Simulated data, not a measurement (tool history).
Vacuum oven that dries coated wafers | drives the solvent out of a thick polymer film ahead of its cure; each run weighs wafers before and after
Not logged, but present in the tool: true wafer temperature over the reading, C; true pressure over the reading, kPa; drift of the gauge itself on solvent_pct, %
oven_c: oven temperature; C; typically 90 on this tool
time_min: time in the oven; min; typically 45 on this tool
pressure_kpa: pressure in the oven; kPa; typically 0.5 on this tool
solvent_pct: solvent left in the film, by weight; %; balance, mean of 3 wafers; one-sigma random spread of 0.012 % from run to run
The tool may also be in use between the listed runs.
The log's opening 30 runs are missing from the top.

run    hour  oven_c  time_min  pressure_kpa  hours of work since the thermocouples were calibrated  hours of work since the vacuum gauge was cleaned of residue  solvent_pct
 31  1225.4     102        37         1.184                                                   1171                                                          514         0.73
 32  1259.7      81        45           0.5                                                   1185                                                          528         2.24
 33  1302.5      96        50         0.442                                                   1202                                                          545         0.46
 34  1336.3      82        47           0.5                                                   1216                                                          558         1.95
 35  1391.7      98        40           0.5                                                   1238                                                          581         0.61
 36  1418.8      83        45         0.351                                                   1249                                                          592         1.84
 37  1461.3      81        66           0.5                                                   1266                                                          609          1.2
 38    1492      91        28         1.631                                                   1278                                                          621         2.69
 39  1539.8      90        24         0.632                                                   1297                                                          640         2.93
 40  1589.5      96        24         0.344                                                   1317                                                          660         1.95
 41  1646.6      96        24         0.344                                                   1340                                                          683         1.96
 42  1671.7      88        81         0.344                                                   1350                                                          693         0.34
 43  1705.1      90        47         0.311                                                   1364                                                          707         0.88
 44  1732.3      82        47         0.311                                                   1375                                                          717         1.83
 45  1766.5      90        45         0.486                                                   1388                                                          731         1.07
 46  1796.2      83        61         0.757                                                   1400                                                          743         1.32

Alternative continuations, all from the tool just after run 46; predict every row:
  A  1844.8      93        50         1.584                                                   1420                                                          763            ?
  B  1844.8      90        45         1.164                                                   1420                                                          763            ?
  C  1844.8      96        29           0.5                                                   1420                                                          763            ?
  D  1844.8     104        35         1.689                                                   1420                                                          763            ?

run  solvent_pct
  A         1.15
  B         1.39
  C         1.45
  D         0.81
With the hidden condition removed and each run's random variation left untouched, the same runs would have given:
run  solvent_pct
  A         1.16
  B         1.39
  C         1.46
  D         0.82
